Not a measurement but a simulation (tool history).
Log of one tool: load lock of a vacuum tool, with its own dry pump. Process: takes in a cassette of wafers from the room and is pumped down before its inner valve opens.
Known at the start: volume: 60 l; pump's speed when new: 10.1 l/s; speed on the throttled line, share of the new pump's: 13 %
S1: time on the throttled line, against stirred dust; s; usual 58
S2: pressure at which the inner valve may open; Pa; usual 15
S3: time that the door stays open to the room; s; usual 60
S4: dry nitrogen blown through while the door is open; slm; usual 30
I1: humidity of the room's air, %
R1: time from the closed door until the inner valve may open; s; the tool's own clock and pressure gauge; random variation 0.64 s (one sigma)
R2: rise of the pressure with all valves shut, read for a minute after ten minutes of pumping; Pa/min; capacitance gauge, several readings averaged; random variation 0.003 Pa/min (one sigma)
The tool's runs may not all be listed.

Run 1, hour 0.0: usual settings; I1 44.1. Result: R1 108.3 s, R2 0.143 Pa/min.
Run 2, hour 273.5: usual settings; I1 47.7. Result: R1 109.3 s, R2 0.150 Pa/min.
Run 3, hour 788.7: usual settings; I1 42.3. Result: R1 111.1 s, R2 0.153 Pa/min.
Run 4, hour 1090.1: usual settings; I1 46.2. Result: R1 109.5 s, R2 0.157 Pa/min.
Run 5, hour 1381.9: usual settings; I1 45.5. Result: R1 110.1 s, R2 0.160 Pa/min.
Run 6, hour 1681.4: usual settings; I1 45.2. Result: R1 110.4 s, R2 0.164 Pa/min.
Run 7, hour 2284.4: usual settings; I1 44.8. Result: R1 111.8 s, R2 0.171 Pa/min.
Run 8, hour 2628.2: usual settings but S2 21 Pa, S3 107 s, S4 24 slm; I1 44.0. Result: R1 110.9 s, R2 0.193 Pa/min.
Run 9, hour 3040.2: usual settings but S2 21 Pa, S3 79 s, S4 39 slm; I1 42.9. Result: R1 108.6 s, R2 0.185 Pa/min.
Run 10, hour 3517.7: usual settings but S1 79 s, S2 17 Pa, S3 98 s, S4 14 slm; I1 41.7. Result: R1 129.3 s, R2 0.212 Pa/min.
Run 11, hour 3936.4: usual settings but S1 107 s, S2 17 Pa, S3 98 s, S4 14 slm; I1 45.1. Result: R1 153.9 s, R2 0.229 Pa/min.
At hour 4028.8: dry pump taken out, an overhauled one fitted.
Run 12, hour 4541.8: usual settings but S1 106 s, S4 19 slm; I1 46.3. Result: R1 145.3 s, R2 0.216 Pa/min.
Run 13, hour 4996.6: usual settings but S2 12 Pa, S4 10 slm; I1 46.0. Result: R1 105.7 s, R2 0.230 Pa/min.

Some steps in R1 between neighbouring runs. How much of each would the tool show without its hidden state too (settings, what came in, random variation), and how much is left for the hidden state, with any gauge scatter that isn't in both results?
The hidden state here: pump's speed, % of a new pump's; leak at the door's seal, Pa l/s; drift of the gauge itself on ready_s, %; drift of the gauge itself on rise_pa_min, %.
Run 11 -> 12: S1 107 -> 106, S2 17 -> 15, S3 98 -> 60, S4 14 -> 19, dry pump taken out, an overhauled one fitted. R1 -8.6 s: hidden state -8.2, all else -0.4.
Run 12 -> 13: S1 106 -> 58, S2 15 -> 12, S4 19 -> 10. R1 -39.6 s: hidden state +0.4, all else -40.0.
